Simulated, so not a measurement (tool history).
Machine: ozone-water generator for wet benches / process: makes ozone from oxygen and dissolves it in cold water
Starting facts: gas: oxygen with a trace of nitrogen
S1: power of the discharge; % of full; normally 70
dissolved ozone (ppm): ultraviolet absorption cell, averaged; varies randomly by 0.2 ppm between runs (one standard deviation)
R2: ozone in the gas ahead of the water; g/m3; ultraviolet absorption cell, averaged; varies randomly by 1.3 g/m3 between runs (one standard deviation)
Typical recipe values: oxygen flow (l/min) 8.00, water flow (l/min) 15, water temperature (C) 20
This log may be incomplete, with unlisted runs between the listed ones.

{"run": 1, "hour": 0.0, "S1": 70, "oxygen flow (l/min)": 8.0, "water flow (l/min)": 15, "water temperature (C)": 20, "dissolved ozone (ppm)": 23.9, "R2": 218.1}
{"run": 2, "hour": 159.3, "S1": 70, "oxygen flow (l/min)": 8.0, "water flow (l/min)": 15, "water temperature (C)": 20, "dissolved ozone (ppm)": 23.7, "R2": 218.3}
{"run": 3, "hour": 350.1, "S1": 70, "oxygen flow (l/min)": 8.0, "water flow (l/min)": 15, "water temperature (C)": 20, "dissolved ozone (ppm)": 23.9, "R2": 217.7}
{"run": 4, "hour": 520.5, "S1": 70, "oxygen flow (l/min)": 8.0, "water flow (l/min)": 15, "water temperature (C)": 20, "dissolved ozone (ppm)": 23.8, "R2": 219.4}
{"run": 5, "hour": 680.7, "S1": 70, "oxygen flow (l/min)": 8.0, "water flow (l/min)": 15, "water temperature (C)": 20, "dissolved ozone (ppm)": 23.8, "R2": 215.7}
{"run": 6, "hour": 847.3, "S1": 70, "oxygen flow (l/min)": 8.0, "water flow (l/min)": 15, "water temperature (C)": 20, "dissolved ozone (ppm)": 23.3, "R2": 217.3}
{"run": 7, "hour": 955.8, "S1": 70, "oxygen flow (l/min)": 8.0, "water flow (l/min)": 15, "water temperature (C)": 20, "dissolved ozone (ppm)": 23.5, "R2": 217.0}
{"run": 8, "hour": 1145.4, "S1": 70, "oxygen flow (l/min)": 8.0, "water flow (l/min)": 18, "water temperature (C)": 20, "dissolved ozone (ppm)": 20.8, "R2": 214.8}
{"run": 9, "hour": 1258.6, "S1": 74, "oxygen flow (l/min)": 8.0, "water flow (l/min)": 15, "water temperature (C)": 20, "dissolved ozone (ppm)": 24.2, "R2": 224.1}
{"run": 10, "hour": 1422.6, "S1": 74, "oxygen flow (l/min)": 8.0, "water flow (l/min)": 15, "water temperature (C)": 20, "dissolved ozone (ppm)": 24.3, "R2": 223.4}
{"run": 11, "hour": 1545.7, "S1": 74, "oxygen flow (l/min)": 8.0, "water flow (l/min)": 15, "water temperature (C)": 20, "dissolved ozone (ppm)": 24.2, "R2": 222.6}
{"run": 12, "hour": 1675.7, "S1": 70, "oxygen flow (l/min)": 8.0, "water flow (l/min)": 15, "water temperature (C)": 20, "dissolved ozone (ppm)": 23.1, "R2": 215.6}
{"run": 13, "hour": 1794.7, "S1": 70, "oxygen flow (l/min)": 5.8, "water flow (l/min)": 15, "water temperature (C)": 20, "dissolved ozone (ppm)": 23.7, "R2": 247.1}
{"run": 14, "hour": 1923.5, "S1": 70, "oxygen flow (l/min)": 8.0, "water flow (l/min)": 9, "water temperature (C)": 20, "dissolved ozone (ppm)": 30.7, "R2": 213.2}
{"hour": 2017.8, "done": "contactor cleaned"}
{"run": 15, "hour": 2081.3, "S1": 70, "oxygen flow (l/min)": 8.0, "water flow (l/min)": 15, "water temperature (C)": 20, "dissolved ozone (ppm)": 25.9, "R2": 214.6}
{"run": 16, "hour": 2240.3, "S1": 70, "oxygen flow (l/min)": 8.0, "water flow (l/min)": 15, "water temperature (C)": 16, "dissolved ozone (ppm)": 28.1, "R2": 216.6}
{"run": 17, "hour": 2419.4, "S1": 70, "oxygen flow (l/min)": 4.76, "water flow (l/min)": 15, "water temperature (C)": 20, "dissolved ozone (ppm)": 26.1, "R2": 269.2}
{"run": 18, "hour": 2536.9, "S1": 70, "oxygen flow (l/min)": 7.57, "water flow (l/min)": 9, "water temperature (C)": 20, "dissolved ozone (ppm)": 34.1, "R2": 217.2}
{"run": 19, "hour": 2625.7, "S1": 60, "oxygen flow (l/min)": 8.0, "water flow (l/min)": 15, "water temperature (C)": 26, "dissolved ozone (ppm)": 20.7, "R2": 195.9}
{"run": 20, "hour": 2782.0, "S1": 72, "oxygen flow (l/min)": 8.0, "water flow (l/min)": 16, "water temperature (C)": 20, "dissolved ozone (ppm)": 25.1, "R2": 214.8}
{"run": 21, "hour": 2915.0, "S1": 72, "oxygen flow (l/min)": 8.0, "water flow (l/min)": 16, "water temperature (C)": 20, "dissolved ozone (ppm)": 25.2, "R2": 215.9}
{"run": 22, "hour": 2996.8, "S1": 66, "oxygen flow (l/min)": 5.75, "water flow (l/min)": 12, "water temperature (C)": 20, "dissolved ozone (ppm)": 28.8, "R2": 236.6}
{"run": 23, "hour": 3176.1, "S1": 70, "oxygen flow (l/min)": 8.0, "water flow (l/min)": 16, "water temperature (C)": 20, "dissolved ozone (ppm)": 24.6, "R2": 212.7}
{"run": 24, "hour": 3340.7, "S1": 70, "oxygen flow (l/min)": 8.0, "water flow (l/min)": 16, "water temperature (C)": 20, "dissolved ozone (ppm)": 24.4, "R2": 213.7}
{"run": 25, "hour": 3477.9, "S1": 92, "oxygen flow (l/min)": 8.0, "water flow (l/min)": 20, "water temperature (C)": 20, "dissolved ozone (ppm)": 25.1, "R2": 247.1}
{"run": 26, "hour": 3666.4, "S1": 92, "oxygen flow (l/min)": 7.03, "water flow (l/min)": 14, "water temperature (C)": 23, "dissolved ozone (ppm)": 29.5, "R2": 260.5}
{"run": 27, "hour": 3852.0, "S1": 82, "oxygen flow (l/min)": 6.34, "water flow (l/min)": 10, "water temperature (C)": 22, "dissolved ozone (ppm)": 33.4, "R2": 256.5}
{"run": 28, "hour": 3960.7, "S1": 82, "oxygen flow (l/min)": 6.34, "water flow (l/min)": 15, "water temperature (C)": 17, "dissolved ozone (ppm)": 29.6, "R2": 257.0}
{"run": 29, "hour": 4071.7, "S1": 82, "oxygen flow (l/min)": 13.44, "water flow (l/min)": 23, "water temperature (C)": 17, "dissolved ozone (ppm)": 21.8, "R2": 183.2}
{"run": 30, "hour": 4172.7, "S1": 82, "oxygen flow (l/min)": 13.44, "water flow (l/min)": 23, "water temperature (C)": 17, "dissolved ozone (ppm)": 21.6, "R2": 184.3}
{"run": 31, "hour": 4255.1, "S1": 60, "oxygen flow (l/min)": 9.57, "water flow (l/min)": 11, "water temperature (C)": 24, "dissolved ozone (ppm)": 24.3, "R2": 175.9}
{"run": 32, "hour": 4403.8, "S1": 60, "oxygen flow (l/min)": 9.57, "water flow (l/min)": 11, "water temperature (C)": 24, "dissolved ozone (ppm)": 24.1, "R2": 176.8}
{"run": 33, "hour": 4545.8, "S1": 60, "oxygen flow (l/min)": 5.1, "water flow (l/min)": 9, "water temperature (C)": 13, "dissolved ozone (ppm)": 36.7, "R2": 232.4}

Each row is a separate what-if for the run after 33, all from the same tool condition, not one after another. Results?
{"run": "A", "hour": 4647.1, "S1": 85, "oxygen flow (l/min)": 12.42, "water flow (l/min)": 15, "water temperature (C)": 24, "dissolved ozone (ppm)": "?", "R2": "?"}
{"run": "B", "hour": 4647.1, "S1": 68, "oxygen flow (l/min)": 7.22, "water flow (l/min)": 9, "water temperature (C)": 13, "dissolved ozone (ppm)": "?", "R2": "?"}
{"run": "C", "hour": 4647.1, "S1": 60, "oxygen flow (l/min)": 13.56, "water flow (l/min)": 19, "water temperature (C)": 13, "dissolved ozone (ppm)": "?", "R2": "?"}
{"run": "D", "hour": 4647.1, "S1": 60, "oxygen flow (l/min)": 4.57, "water flow (l/min)": 21, "water temperature (C)": 13, "dissolved ozone (ppm)": "?", "R2": "?"}

run=A dissolved_ozone_(ppm)=23.9 R2=192.3
run=B dissolved_ozone_(ppm)=38.5 R2=213.8
run=C dissolved_ozone_(ppm)=21.9 R2=151.2
run=D dissolved_ozone_(ppm)=19.2 R2=245.4
With no hidden state in the tool, these same runs would have given:
run=A dissolved_ozone_(ppm)=28.2 R2=220.9
run=B dissolved_ozone_(ppm)=44.4 R2=241.2
run=C dissolved_ozone_(ppm)=25.1 R2=169.0
run=D dissolved_ozone_(ppm)=22.0 R2=274.3

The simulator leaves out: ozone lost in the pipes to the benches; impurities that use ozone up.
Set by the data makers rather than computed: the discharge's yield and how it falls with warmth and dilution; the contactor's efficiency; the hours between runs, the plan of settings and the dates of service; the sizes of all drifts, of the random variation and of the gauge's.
